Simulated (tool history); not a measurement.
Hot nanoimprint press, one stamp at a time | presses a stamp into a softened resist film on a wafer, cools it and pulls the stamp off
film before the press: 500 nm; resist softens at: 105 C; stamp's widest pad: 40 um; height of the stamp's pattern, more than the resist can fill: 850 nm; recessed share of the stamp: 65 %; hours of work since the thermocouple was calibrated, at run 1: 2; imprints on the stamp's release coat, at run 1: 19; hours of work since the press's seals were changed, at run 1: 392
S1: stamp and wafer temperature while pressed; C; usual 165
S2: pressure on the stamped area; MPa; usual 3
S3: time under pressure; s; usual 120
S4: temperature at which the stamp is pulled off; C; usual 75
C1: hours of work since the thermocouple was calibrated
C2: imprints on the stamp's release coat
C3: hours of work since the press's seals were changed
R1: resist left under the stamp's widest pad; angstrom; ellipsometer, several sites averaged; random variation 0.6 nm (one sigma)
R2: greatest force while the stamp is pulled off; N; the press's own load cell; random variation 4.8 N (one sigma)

run	hour	S1	S2	S3	S4	C1	C2	C3	R1	R2
1	0	165	3	120	75	2	19	392	2756	242
2	97.6	165	3	120	61	50	368	439	2745	318
3	162	165	3	120	64	82	600	471	2752	312
4	233.5	165	3	120	83	117	856	506	2748	188
5	276.1	165	3	155	83	138	1009	527	2526	186
6	353.7	165	3	155	83	176	1287	565	2527	190
7	406.4	165	3	120	75	201	1476	590	2740	227
8	463.6	165	3.51	120	75	229	1681	618	2554	240
9	511.1	165	3.51	120	75	253	1852	642	2543	242
# hour 560.9: plate thermocouple calibrated
# hour 586.7: stamp cleaned and given a new release coat
10	596.5	165	3.51	120	75	14	36	679	2549	238
11	690.2	165	3	120	75	60	372	725	2746	235
12	741.4	165	3	120	75	85	556	750	2749	230
13	824.1	165	3	82	75	126	852	790	3083	240
14	919.9	165	3	82	75	173	1196	837	3080	235
15	980.5	165	3	82	75	202	1413	867	3071	232
16	1041.2	156	3.5	153	69	232	1631	897	3322	270
# hour 1093.2: press's hydraulic seals changed and the load cell set to zero
17	1113.2	154	3.5	86	69	263	1860	10	3979	274
# hour 1142.6: plate thermocouple calibrated
# hour 1181.1: stamp cleaned and given a new release coat
18	1181.1	154	3.5	86	69	16	0	39	3969	272
19	1223	154	3.5	86	69	36	150	59	3989	274
20	1267.5	165	3	176	75	58	309	81	2421	239
21	1327.4	165	3	176	75	88	524	110	2420	242
22	1392.2	175	3	120	67	119	757	142	1903	294
23	1445.5	153	2.38	161	79	145	948	168	4041	211
24	1535.7	159	2.15	161	72	189	1272	212	3535	260
25	1582.3	159	2.15	161	72	212	1439	235	3543	254
26	1629.5	159	2.15	161	72	235	1608	258	3537	260
27	1697.4	165	3.8	120	83	269	1851	291	2467	191
# hour 1711.7: plate thermocouple calibrated
# hour 1769.5: stamp cleaned and given a new release coat
28	1800.4	165	3.91	120	66	40	111	337	2420	293

The next listed run, before its measurement:
29	1872.4	165	3.91	100	66	76	369	373	?	?

Run 29 gave R1 2580 angstrom, R2 296 N.
Without the tool's hidden state the same run would have given R1 2579 angstrom, R2 295 N.
